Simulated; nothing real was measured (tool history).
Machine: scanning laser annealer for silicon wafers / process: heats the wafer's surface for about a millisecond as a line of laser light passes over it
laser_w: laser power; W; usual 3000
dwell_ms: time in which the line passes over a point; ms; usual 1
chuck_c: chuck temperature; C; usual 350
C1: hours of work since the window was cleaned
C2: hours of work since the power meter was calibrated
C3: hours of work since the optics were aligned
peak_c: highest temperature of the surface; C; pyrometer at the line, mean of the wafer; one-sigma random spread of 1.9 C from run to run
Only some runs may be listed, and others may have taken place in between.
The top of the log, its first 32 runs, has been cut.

run 33 day=50.825 | laser_w=2985 dwell_ms=1 chuck_c=350 | C1=659 C2=1383 C3=537 | peak_c=1090
run 34 day=52.396 | laser_w=2985 dwell_ms=1 chuck_c=350 | C1=683 C2=1407 C3=561 | peak_c=1093
run 35 day=54.517 | laser_w=2563 dwell_ms=0.91 chuck_c=350 | C1=715 C2=1439 C3=593 | peak_c=957
run 36 day=55.625 | laser_w=3237 dwell_ms=0.79 chuck_c=350 | C1=732 C2=1456 C3=610 | peak_c=1076
run 37 day=57.533 | laser_w=3000 dwell_ms=1.22 chuck_c=350 | C1=761 C2=1486 C3=639 | peak_c=1157
run 38 day=58.55 | laser_w=3000 dwell_ms=1.02 chuck_c=350 | C1=777 C2=1501 C3=655 | peak_c=1102
run 39 day=59.783 | laser_w=2895 dwell_ms=0.7 chuck_c=350 | C1=795 C2=1520 C3=674 | peak_c=960
run 40 day=62.042 | laser_w=3016 dwell_ms=1.2 chuck_c=344 | C1=830 C2=1554 C3=708 | peak_c=1151
run 41 day=63.312 | laser_w=3016 dwell_ms=1.2 chuck_c=383 | C1=849 C2=1574 C3=728 | peak_c=1187
run 42 day=64.725 | laser_w=3183 dwell_ms=1.03 chuck_c=358 | C1=871 C2=1595 C3=749 | peak_c=1153

Below are 3 alternative next runs, each starting from the tool's condition after run 42. Predict each:
run A day=66.379 | laser_w=2669 dwell_ms=1.03 chuck_c=358 | C1=896 C2=1621 C3=774 | peak_c=?
run B day=66.379 | laser_w=3183 dwell_ms=0.73 chuck_c=358 | C1=896 C2=1621 C3=774 | peak_c=?
run C day=66.379 | laser_w=3292 dwell_ms=0.93 chuck_c=339 | C1=896 C2=1621 C3=774 | peak_c=?

run=A peak_c=1019
run=B peak_c=1042
run=C peak_c=1123
Stripped of hidden state, with their random variation kept, the same runs would have yielded:
run=A peak_c=1052
run=B peak_c=1077
run=C peak_c=1163
